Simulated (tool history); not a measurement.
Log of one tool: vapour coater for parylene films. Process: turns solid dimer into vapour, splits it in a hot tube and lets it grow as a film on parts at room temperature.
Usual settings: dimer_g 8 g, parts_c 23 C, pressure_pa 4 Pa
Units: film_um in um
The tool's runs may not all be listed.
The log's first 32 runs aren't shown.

run,hour,dimer_g,parts_c,pressure_pa,hours of work since the trap's valve was overhauled,hours of work since the table's thermometer was calibrated,film_um
33,664.2,5,21,5.83,114,610,1.35
34,683.4,11,19,6.22,130,626,3.05
35,706.6,5,31,7.52,149,646,1.1
36,731.1,8,20,7.21,170,666,2.12
37,747.4,8,20,7.21,183,680,2.12
38,766.4,7,20,11.42,199,696,1.8
39,780.4,7,20,11.42,211,708,1.79
# hour 785.7: trap's valve overhauled
40,815.3,8,23,4,25,733,2.19
41,832,10,33,5.62,39,747,2.18
42,846.5,7,34,4,51,759,1.57
43,867.1,7,34,4,68,777,1.59
44,885.2,7,20,4.07,83,792,2.06
45,909.9,8,17,7.33,104,812,2.3
46,940.6,13,27,2.03,129,838,3.72
47,963.4,12,27,7.27,149,857,2.8

Forecast each of these 4 alternatives for the next run:
A,988,14,30,2.07,169,878,?
B,988,12,27,9.98,169,878,?
C,988,11,20,5.01,169,878,?
D,988,5,29,9.03,169,878,?

run,film_um
A,3.78
B,2.67
C,3.06
D,1.04
Without the tool's hidden state the same runs would have given:
run,film_um
A,3.79
B,2.68
C,3.07
D,1.05
